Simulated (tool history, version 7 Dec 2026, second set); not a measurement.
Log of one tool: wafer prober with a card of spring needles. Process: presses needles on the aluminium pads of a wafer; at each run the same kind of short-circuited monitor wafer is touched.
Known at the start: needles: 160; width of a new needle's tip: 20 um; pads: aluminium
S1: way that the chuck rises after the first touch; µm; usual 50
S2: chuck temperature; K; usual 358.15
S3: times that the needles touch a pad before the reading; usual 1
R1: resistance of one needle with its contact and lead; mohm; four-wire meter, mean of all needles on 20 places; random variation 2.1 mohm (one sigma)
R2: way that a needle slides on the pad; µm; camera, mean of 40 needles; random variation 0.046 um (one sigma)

Run 1, day 0: usual settings. Result: R1 330 mohm, R2 11.36 µm.
At day 0.779: tips cleaned on abrasive film.
At day 1.688: tips cleaned on abrasive film.
At day 2.6: tips cleaned on abrasive film.
Run 2, day 2.6: usual settings but S2 347.15 K. Result: R1 257 mohm, R2 11.26 µm.
At day 3.45: height of the first contact set anew.
At day 3.575: tips cleaned on abrasive film.
At day 4.512: tips cleaned on abrasive film.
Run 3, day 5.1: usual settings but S1 69 µm, S2 347.15 K. Result: R1 368 mohm, R2 15.85 µm.
At day 5.483: tips cleaned on abrasive film, once more.
At day 6.438: tips cleaned on abrasive film.
Run 4, day 6.888: usual settings but S2 304.15 K. Result: R1 452 mohm, R2 11.45 µm.
At day 7.354: tips cleaned on abrasive film.
At day 8.362: tips cleaned on abrasive film.
Run 5, day 8.838: usual settings but S2 304.15 K. Result: R1 470 mohm, R2 11.51 µm.
At day 9.392: tips cleaned on abrasive film.
At day 10.342: tips cleaned on abrasive film.
Run 6, day 10.429: usual settings but S2 304.15 K. Result: R1 291 mohm, R2 11.51 µm.
At day 11.371: tips cleaned on abrasive film.
Run 7, day 11.921: usual settings but S2 304.15 K. Result: R1 494 mohm, R2 11.4 µm.
At day 12.258: tips cleaned on abrasive film.
At day 13.146: tips cleaned on abrasive film.
At day 14.121: tips cleaned on abrasive film.
Run 8, day 14.121: usual settings but S2 303.15 K. Result: R1 255 mohm, R2 11.35 µm.
At day 15.162: tips cleaned on abrasive film.
Run 9, day 15.383: usual settings but S2 303.15 K. Result: R1 384 mohm, R2 11.29 µm.
At day 16.121: tips cleaned on abrasive film.
Run 10, day 16.962: usual settings. Result: R1 519 mohm, R2 11.33 µm.
At day 17.121: tips cleaned on abrasive film.
At day 18.054: tips cleaned on abrasive film.
At day 18.946: tips cleaned on abrasive film.
Run 11, day 19.488: usual settings but S3 2. Result: R1 391 mohm, R2 11.38 µm.
At day 19.921: tips cleaned on abrasive film.
At day 20.846: tips cleaned on abrasive film.
At day 20.971: height of the first contact set anew.
Run 12, day 20.975: usual settings but S3 2. Result: R1 293 mohm, R2 11.61 µm.
At day 21.792: tips cleaned on abrasive film.
Run 13, day 22.333: usual settings but S3 2. Result: R1 388 mohm, R2 11.45 µm.
At day 22.833: tips cleaned on abrasive film.
At day 23.796: tips cleaned on abrasive film.
Run 14, day 24.029: usual settings but S1 32 µm. Result: R1 547 mohm, R2 7.38 µm.
At day 24.762: tips cleaned on abrasive film.
At day 25.667: tips cleaned on abrasive film.
Run 15, day 25.85: usual settings but S2 308.15 K. Result: R1 381 mohm, R2 11.47 µm.
At day 26.654: tips cleaned on abrasive film.
At day 27.592: tips cleaned on abrasive film.
Run 16, day 28.358: usual settings but S2 319.15 K. Result: R1 528 mohm, R2 11.43 µm.
At day 28.504: tips cleaned on abrasive film.
At day 29.5: tips cleaned on abrasive film.
At day 30.479: tips cleaned on abrasive film.
Run 17, day 30.9: usual settings but S2 324.15 K. Result: R1 446 mohm, R2 11.37 µm.
At day 31.404: tips cleaned on abrasive film.
At day 32.267: tips cleaned on abrasive film.
Run 18, day 32.788: usual settings but S1 38 µm, S2 398.15 K, S3 2. Result: R1 485 mohm, R2 8.61 µm.
At day 33.175: tips cleaned on abrasive film.
At day 34.196: tips cleaned on abrasive film.
Run 19, day 34.525: usual settings but S1 38 µm, S2 398.15 K, S3 2. Result: R1 439 mohm, R2 8.54 µm.
At day 35.096: tips cleaned on abrasive film.
Run 20, day 35.933: usual settings but S1 51 µm, S2 398.15 K, S3 2. Result: R1 407 mohm, R2 11.49 µm.
At day 36.05: tips cleaned on abrasive film.
At day 37.075: tips cleaned on abrasive film.
At day 37.996: tips cleaned on abrasive film.
Run 21, day 37.996: usual settings but S1 70 µm, S2 307.15 K. Result: R1 238 mohm, R2 15.94 µm.
At day 38.525: height of the first contact set anew.
At day 38.929: tips cleaned on abrasive film.
At day 39.879: tips cleaned on abrasive film.
Run 22, day 40.621: usual settings but S1 45 µm, S2 306.15 K, S3 2. Result: R1 443 mohm, R2 10.39 µm.
At day 40.842: tips cleaned on abrasive film.
At day 41.788: tips cleaned on abrasive film.
Run 23, day 42.042: usual settings but S1 45 µm, S2 306.15 K, S3 2. Result: R1 346 mohm, R2 10.33 µm.
At day 42.842: tips cleaned on abrasive film.
At day 43.771: tips cleaned on abrasive film.
At day 44.758: tips cleaned on abrasive film.
Run 24, day 44.8: usual settings but S2 361.15 K, S3 2. Result: R1 262 mohm, R2 11.48 µm.
At day 45.708: tips cleaned on abrasive film.
At day 46.575: tips cleaned on abrasive film.
Run 25, day 46.7: usual settings but S1 63 µm, S2 361.15 K, S3 2. Result: R1 266 mohm, R2 14.37 µm.
At day 47.533: tips cleaned on abrasive film.
Run 26, day 48.279: usual settings but S1 32 µm, S2 351.15 K, S3 2. Result: R1 661 mohm, R2 7.24 µm.
At day 48.433: tips cleaned on abrasive film.
At day 49.362: tips cleaned on abrasive film.
Run 27, day 49.946: usual settings but S1 56 µm, S2 303.15 K. Result: R1 449 mohm, R2 12.8 µm.
At day 50.371: tips cleaned on abrasive film.
At day 51.375: tips cleaned on abrasive film.
At day 52.342: tips cleaned on abrasive film.
Run 28, day 52.5: usual settings but S1 67 µm, S2 303.15 K, S3 2. Result: R1 270 mohm, R2 15.28 µm.

5 ways to go on from here, each from the tool as it stands after run 28. What would each give?
At day 53.25: tips cleaned on abrasive film.
At day 54.225: tips cleaned on abrasive film.
Run A, day 54.458: usual settings but S2 305.15 K, S3 2. Result: R1 ?, R2 ?.
At day 53.25: tips cleaned on abrasive film.
At day 54.225: tips cleaned on abrasive film.
Run B, day 54.458: usual settings but S2 319.15 K. Result: R1 ?, R2 ?.
At day 53.25: tips cleaned on abrasive film.
At day 54.225: tips cleaned on abrasive film.
Run C, day 54.458: usual settings but S1 43 µm, S2 352.15 K, S3 2. Result: R1 ?, R2 ?.
At day 53.25: tips cleaned on abrasive film.
At day 54.225: tips cleaned on abrasive film.
Run D, day 54.458: usual settings but S2 340.15 K. Result: R1 ?, R2 ?.
At day 53.25: tips cleaned on abrasive film.
At day 54.225: tips cleaned on abrasive film.
Run E, day 54.458: usual settings but S1 63 µm, S2 360.15 K. Result: R1 ?, R2 ?.

run   R1     R2
  A  330   11.3
  B  407  11.34
  C  376   9.62
  D  410  11.36
  E  340  14.27
Without the tool's hidden state the same runs would have given:
run   R1     R2
  A  217  11.55
  B  222  11.59
  C  234   9.87
  D  230  11.61
  E  228  14.53
